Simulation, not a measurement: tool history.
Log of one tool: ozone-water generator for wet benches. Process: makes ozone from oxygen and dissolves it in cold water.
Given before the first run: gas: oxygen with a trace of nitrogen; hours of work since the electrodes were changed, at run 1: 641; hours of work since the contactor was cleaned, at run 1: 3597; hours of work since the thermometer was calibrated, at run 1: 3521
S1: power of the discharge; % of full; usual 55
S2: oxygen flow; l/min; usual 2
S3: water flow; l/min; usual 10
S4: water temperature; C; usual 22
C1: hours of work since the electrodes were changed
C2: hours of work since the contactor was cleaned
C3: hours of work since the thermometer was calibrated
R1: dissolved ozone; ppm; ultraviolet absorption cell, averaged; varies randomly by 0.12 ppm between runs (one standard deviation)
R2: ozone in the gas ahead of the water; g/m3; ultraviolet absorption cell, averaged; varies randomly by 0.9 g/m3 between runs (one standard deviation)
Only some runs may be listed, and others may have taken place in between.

| run | day | S1 | S2 | S3 | S4 | C1 | C2 | C3 | R1 | R2 |
|---|---|---|---|---|---|---|---|---|---|---|
| 1 | 0 | 55 | 2 | 10 | 22 | 641 | 3597 | 3521 | 10.2 | 145.6 |
| 2 | 1.133 | 55 | 2 | 10 | 22 | 663 | 3620 | 3544 | 10.4 | 146.2 |
| 3 | 1.796 | 55 | 2 | 10 | 21 | 676 | 3633 | 3557 | 10.5 | 146.6 |
| 4 | 2.475 | 55 | 2 | 10 | 21 | 690 | 3646 | 3570 | 10.4 | 145.9 |
| 5 | 3.483 | 59 | 2 | 10 | 21 | 710 | 3666 | 3590 | 11 | 152.1 |
| 6 | 4.321 | 55 | 2 | 10 | 22 | 727 | 3683 | 3607 | 10.5 | 145.8 |
| 7 | 5.654 | 55 | 2 | 10 | 22 | 753 | 3709 | 3633 | 10.3 | 146.7 |
| 8 | 6.329 | 55 | 1.92 | 10 | 22 | 767 | 3723 | 3647 | 10.3 | 150.1 |
| 9 | 7.275 | 55 | 1.92 | 10 | 22 | 785 | 3741 | 3666 | 10.3 | 149.4 |
| 10 | 8.417 | 55 | 1.92 | 10 | 22 | 808 | 3764 | 3688 | 10.5 | 148.8 |
| 11 | 9.146 | 55 | 1.92 | 10 | 22 | 822 | 3779 | 3703 | 10.2 | 149.3 |
| 12 | 10.412 | 55 | 1.92 | 10 | 22 | 848 | 3804 | 3728 | 10.2 | 149.4 |
| 13 | 11.721 | 55 | 1.92 | 10 | 22 | 874 | 3830 | 3754 | 10.2 | 149.9 |
| 14 | 12.775 | 55 | 2.86 | 10 | 20 | 895 | 3851 | 3775 | 10.5 | 121.3 |
| 15 | 14.179 | 91 | 2 | 11 | 22 | 922 | 3879 | 3803 | 12.7 | 192.8 |
| 16 | 14.883 | 49 | 2.95 | 8 | 18 | 936 | 3893 | 3817 | 12.1 | 111 |
| 17 | 16.079 | 49 | 2.95 | 8 | 18 | 960 | 3916 | 3841 | 12.3 | 110.9 |
| 18 | 17.279 | 49 | 2.95 | 8 | 18 | 984 | 3940 | 3864 | 12.2 | 111.5 |
| 19 | 17.9 | 41 | 2 | 7 | 19 | 996 | 3953 | 3877 | 12.2 | 121.7 |
| 20 | 18.508 | 41 | 2.27 | 11 | 15 | 1008 | 3965 | 3889 | 8.8 | 114.2 |
| 21 | 19.617 | 41 | 2.27 | 11 | 15 | 1030 | 3987 | 3911 | 8.7 | 114.4 |
| 22 | 20.846 | 41 | 2.27 | 11 | 15 | 1055 | 4011 | 3935 | 8.7 | 116.3 |
| 23 | 22.142 | 41 | 2.39 | 11 | 15 | 1081 | 4037 | 3961 | 8.7 | 111.7 |
| 24 | 22.871 | 61 | 2 | 10 | 22 | 1095 | 4051 | 3975 | 10.9 | 154.4 |
| 25 | 23.679 | 49 | 1.2 | 13 | 29 | 1111 | 4067 | 3991 | 6.7 | 176.3 |

Forecast each of these 4 alternatives for the next run:
| A | 24.612 | 55 | 2.02 | 13 | 29 | 1130 | 4086 | 4010 | ? | ? |
| B | 24.612 | 75 | 1.2 | 6 | 16 | 1130 | 4086 | 4010 | ? | ? |
| C | 24.612 | 66 | 1.2 | 14 | 20 | 1130 | 4086 | 4010 | ? | ? |
| D | 24.612 | 85 | 1.72 | 10 | 20 | 1130 | 4086 | 4010 | ? | ? |

| run | R1 | R2 |
|---|---|---|
| A | 7.3 | 144.9 |
| B | 19.9 | 226.2 |
| C | 7.8 | 210.2 |
| D | 13.4 | 199.9 |
With no hidden state in the tool, these same runs would have given:
| run | R1 | R2 |
|---|---|---|
| A | 8.1 | 148.9 |
| B | 21.7 | 233.7 |
| C | 8.6 | 216.7 |
| D | 14.8 | 207.1 |
